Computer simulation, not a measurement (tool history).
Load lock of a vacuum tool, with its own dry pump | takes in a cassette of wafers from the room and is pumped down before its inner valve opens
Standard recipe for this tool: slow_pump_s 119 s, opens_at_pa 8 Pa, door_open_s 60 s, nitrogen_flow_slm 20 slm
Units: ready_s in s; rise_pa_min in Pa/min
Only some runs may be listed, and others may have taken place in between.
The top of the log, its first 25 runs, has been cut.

run	hour	slow_pump_s	opens_at_pa	door_open_s	nitrogen_flow_slm	incoming humidity of the room's air, %	ready_s	rise_pa_min
26	1859	119	9	206	8	42.9	282.3	0.147
27	1958.1	119	9	206	8	46.3	279	0.157
28	2023.3	228	8	60	20	42.1	365.9	0.065
29	2081.3	123	8	226	39	41.1	288.2	0.099
30	2167.2	123	8	207	14	43.1	285.3	0.136
31	2220.8	65	8	56	8	44.4	247	0.081
32	2299.2	65	8	56	8	43.7	247.2	0.077
33	2357.5	65	9	31	8	45	244.4	0.069
34	2414.2	169	9	31	38	46.3	318	0.059
35	2456.2	169	14	206	38	44.8	308.7	0.111
36	2543.9	119	8	170	4	44.2	285.2	0.164

What if the next run were any one of these 4? Each begins from the tool's condition after run 36:
A	2587.5	158	6	95	4	45.3	?	?
B	2587.5	95	10	212	4	42.7	?	?
C	2587.5	119	6	151	17	42.7	?	?
D	2587.5	82	8	33	6	47.1	?	?

run	ready_s	rise_pa_min
A	319	0.125
B	260.6	0.19
C	295.8	0.121
D	257.3	0.082
Without the tool's unlogged condition, the same runs would have read:
run	ready_s	rise_pa_min
A	310.6	0.086
B	251.9	0.15
C	286.3	0.082
D	248.1	0.042

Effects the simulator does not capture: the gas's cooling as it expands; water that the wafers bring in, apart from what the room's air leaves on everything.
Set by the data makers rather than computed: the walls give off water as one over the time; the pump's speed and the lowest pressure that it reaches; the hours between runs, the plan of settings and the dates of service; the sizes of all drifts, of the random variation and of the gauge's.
